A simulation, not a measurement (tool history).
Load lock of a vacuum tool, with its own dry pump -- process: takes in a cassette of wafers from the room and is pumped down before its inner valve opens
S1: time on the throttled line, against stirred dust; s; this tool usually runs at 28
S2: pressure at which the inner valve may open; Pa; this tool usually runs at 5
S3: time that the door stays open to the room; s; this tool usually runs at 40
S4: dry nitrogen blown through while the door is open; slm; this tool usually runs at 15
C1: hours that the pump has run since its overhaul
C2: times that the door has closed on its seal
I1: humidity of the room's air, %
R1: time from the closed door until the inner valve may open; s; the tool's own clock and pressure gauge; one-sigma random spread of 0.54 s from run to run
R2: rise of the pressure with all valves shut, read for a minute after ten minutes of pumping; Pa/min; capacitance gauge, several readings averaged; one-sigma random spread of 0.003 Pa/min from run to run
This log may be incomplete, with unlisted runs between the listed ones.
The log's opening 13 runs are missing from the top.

| run | hour | S1 | S2 | S3 | S4 | C1 | C2 | I1 | R1 | R2 |
|---|---|---|---|---|---|---|---|---|---|---|
| 14 | 2546.7 | 28 | 5 | 40 | 15 | 7042 | 25071 | 46.2 | 79.2 | 0.458 |
|  | 2770.8 | door's seal changed, seat wiped |
| 15 | 2817.1 | 28 | 5 | 40 | 5 | 7311 | 229 | 42.5 | 79.2 | 0.055 |
| 16 | 2990.9 | 28 | 5 | 51 | 5 | 7485 | 1089 | 46.9 | 78.9 | 0.078 |
| 17 | 3164.1 | 28 | 5 | 51 | 5 | 7658 | 1946 | 43.2 | 79.7 | 0.081 |
| 18 | 3339.6 | 28 | 5 | 40 | 15 | 7834 | 2814 | 43.5 | 80.2 | 0.058 |
| 19 | 3475.4 | 28 | 7 | 40 | 15 | 7969 | 3485 | 46.8 | 77.5 | 0.069 |
| 20 | 3602.1 | 32 | 7 | 40 | 15 | 8096 | 4112 | 46.6 | 79.4 | 0.072 |
| 21 | 3750.8 | 28 | 7 | 33 | 15 | 8245 | 4848 | 48.1 | 77.7 | 0.077 |
| 22 | 3877.1 | 28 | 7 | 33 | 15 | 8371 | 5473 | 47.2 | 77.5 | 0.086 |
| 23 | 4109.3 | 28 | 7 | 33 | 15 | 8603 | 6621 | 44.4 | 77.3 | 0.091 |
| 24 | 4330.4 | 55 | 9 | 203 | 15 | 8824 | 7715 | 42.6 | 95.4 | 0.186 |
| 25 | 4471.4 | 55 | 4 | 222 | 15 | 8965 | 8412 | 43.1 | 100.3 | 0.195 |
| 26 | 4670.9 | 28 | 5 | 33 | 13 | 9165 | 9400 | 41.9 | 79.4 | 0.127 |
| 27 | 4855.2 | 28 | 5 | 33 | 13 | 9349 | 10311 | 45.0 | 80.9 | 0.142 |
| 28 | 5124.4 | 28 | 5 | 33 | 13 | 9618 | 11643 | 43.3 | 79.6 | 0.160 |
| 29 | 5254.9 | 17 | 5 | 25 | 6 | 9749 | 12289 | 44.1 | 73.0 | 0.176 |
| 30 | 5417.5 | 17 | 5 | 25 | 6 | 9911 | 13093 | 47.4 | 73.1 | 0.186 |
| 31 | 5584.6 | 17 | 5 | 25 | 6 | 10078 | 13920 | 47.3 | 73.3 | 0.206 |
| 32 | 5701.5 | 17 | 5 | 25 | 6 | 10195 | 14498 | 49.2 | 72.7 | 0.214 |
| 33 | 5941.6 | 28 | 5 | 179 | 44 | 10435 | 15686 | 49.5 | 80.7 | 0.272 |
| 34 | 6217.9 | 28 | 5 | 179 | 44 | 10712 | 17053 | 47.4 | 80.5 | 0.290 |
| 35 | 6368.3 | 28 | 5 | 179 | 44 | 10862 | 17797 | 43.7 | 81.1 | 0.298 |
| 36 | 6572.4 | 18 | 7 | 35 | 13 | 11066 | 18807 | 43.1 | 73.4 | 0.290 |

Forecast each of these 5 alternatives for the next run:
| A | 6755.9 | 28 | 5 | 86 | 15 | 11250 | 19714 | 44.8 | ? | ? |
| B | 6755.9 | 21 | 5 | 40 | 15 | 11250 | 19714 | 45.7 | ? | ? |
| C | 6755.9 | 18 | 7 | 85 | 20 | 11250 | 19714 | 43.5 | ? | ? |
| D | 6755.9 | 50 | 6 | 35 | 10 | 11250 | 19714 | 44.4 | ? | ? |
| E | 6755.9 | 21 | 5 | 40 | 15 | 11250 | 19714 | 42.2 | ? | ? |

| run | R1 | R2 |
|---|---|---|
| A | 81.6 | 0.346 |
| B | 77.0 | 0.314 |
| C | 72.1 | 0.339 |
| D | 95.3 | 0.315 |
| E | 77.0 | 0.307 |
Take away the tool's hidden state, keep each run's random variation, and the runs would have read:
| run | R1 | R2 |
|---|---|---|
| A | 74.1 | 0.076 |
| B | 69.3 | 0.043 |
| C | 64.5 | 0.070 |
| D | 89.0 | 0.047 |
| E | 69.2 | 0.041 |
